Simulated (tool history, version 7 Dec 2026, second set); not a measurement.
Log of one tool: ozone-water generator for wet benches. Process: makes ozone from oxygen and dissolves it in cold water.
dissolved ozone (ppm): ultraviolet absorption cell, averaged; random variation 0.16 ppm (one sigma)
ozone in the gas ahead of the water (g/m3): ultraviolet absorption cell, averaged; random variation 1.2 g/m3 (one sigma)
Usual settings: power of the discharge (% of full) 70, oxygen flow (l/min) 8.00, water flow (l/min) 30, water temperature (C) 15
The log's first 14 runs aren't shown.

run    hour  power of the discharge (% of full)  oxygen flow (l/min)  water flow (l/min)  water temperature (C)  hours of work since the electrodes were changed  hours of work since the contactor was cleaned  hours of work since the thermometer was calibrated  dissolved ozone (ppm)  ozone in the gas ahead of the water (g/m3)
 15  2463.8                                  70                 8.00                  36                     15                                             4158                                           6466                                                2269                   13.7                                       208.1
     2480.9  -- contactor cleaned
 16  2647.1                                  70                 8.00                  30                     15                                             4323                                            153                                                2434                   14.9                                       205.7
 17  2789.8                                  70                 8.00                  30                     19                                             4454                                            284                                                2565                   13.9                                       204.0
 18  2945.3                                  70                 8.00                  30                     19                                             4598                                            428                                                2709                   13.7                                       204.1
 19  3092.4                                  52                 8.00                  25                     19                                             4733                                            563                                                2844                   12.9                                       168.1
 20  3260.8                                  85                 8.69                  24                     20                                             4888                                            718                                                2999                   18.0                                       222.8
 21  3404.3                                  70                 8.00                  46                     21                                             5020                                            850                                                3131                    9.3                                       202.8
 22  3584.9                                  70                 8.00                  46                     21                                             5187                                           1017                                                3298                    9.4                                       201.2
     3797.0  -- contactor cleaned, once more
 23  3797.0                                  49                 6.84                  30                     21                                             5378                                              0                                                3489                   12.6                                       171.0
     3810.5  -- water thermometer calibrated
 24  3898.7                                  49                 6.84                  30                     21                                             5471                                             93                                                  81                   12.4                                       169.6
 25  4127.8                                  49                 6.84                  44                      9                                             5682                                            304                                                 292                   10.1                                       171.0
 26  4272.1                                  70                 8.00                  40                     12                                             5815                                            437                                                 425                   14.1                                       199.4
 27  4417.9                                  70                 8.00                  30                     10                                             5949                                            571                                                 559                   18.2                                       197.8
 28  4632.6                                  52                 4.66                  30                     15                                             6147                                            769                                                 757                   12.6                                       202.0
 29  4815.6                                  52                 4.66                  30                     14                                             6316                                            937                                                 926                   12.6                                       201.5
 30  4966.6                                  98                 5.26                  30                     14                                             6455                                           1077                                                1065                   18.7                                       281.5
 31  5191.7                                  98                 5.26                  30                     14                                             6662                                           1284                                                1272                   18.6                                       278.2
 32  5355.5                                  81                 8.00                  28                     15                                             6813                                           1435                                                1423                   18.9                                       209.2

Forecast each of these 5 alternatives for the next run:
  A  5510.8                                  42                13.98                  35                     15                                             6956                                           1578                                                1566                      ?                                           ?
  B  5510.8                                  43                 6.49                  30                     11                                             6956                                           1578                                                1566                      ?                                           ?
  C  5510.8                                  81                 8.00                  28                     15                                             6956                                           1578                                                1566                      ?                                           ?
  D  5510.8                                  81                 8.00                  24                     15                                             6956                                           1578                                                1566                      ?                                           ?
  E  5510.8                                  70                 7.97                  29                     15                                             6956                                           1578                                                1566                      ?                                           ?

run  dissolved ozone (ppm)  ozone in the gas ahead of the water (g/m3)
  A                   11.7                                       115.1
  B                   12.2                                       157.9
  C                   19.1                                       210.7
  D                   20.9                                       207.1
  E                   17.0                                       191.8
Without the tool's hidden state the same runs would have given:
run  dissolved ozone (ppm)  ozone in the gas ahead of the water (g/m3)
  A                   13.5                                       128.9
  B                   14.1                                       177.3
  C                   23.6                                       253.6
  D                   25.8                                       249.4
  E                   20.7                                       227.4

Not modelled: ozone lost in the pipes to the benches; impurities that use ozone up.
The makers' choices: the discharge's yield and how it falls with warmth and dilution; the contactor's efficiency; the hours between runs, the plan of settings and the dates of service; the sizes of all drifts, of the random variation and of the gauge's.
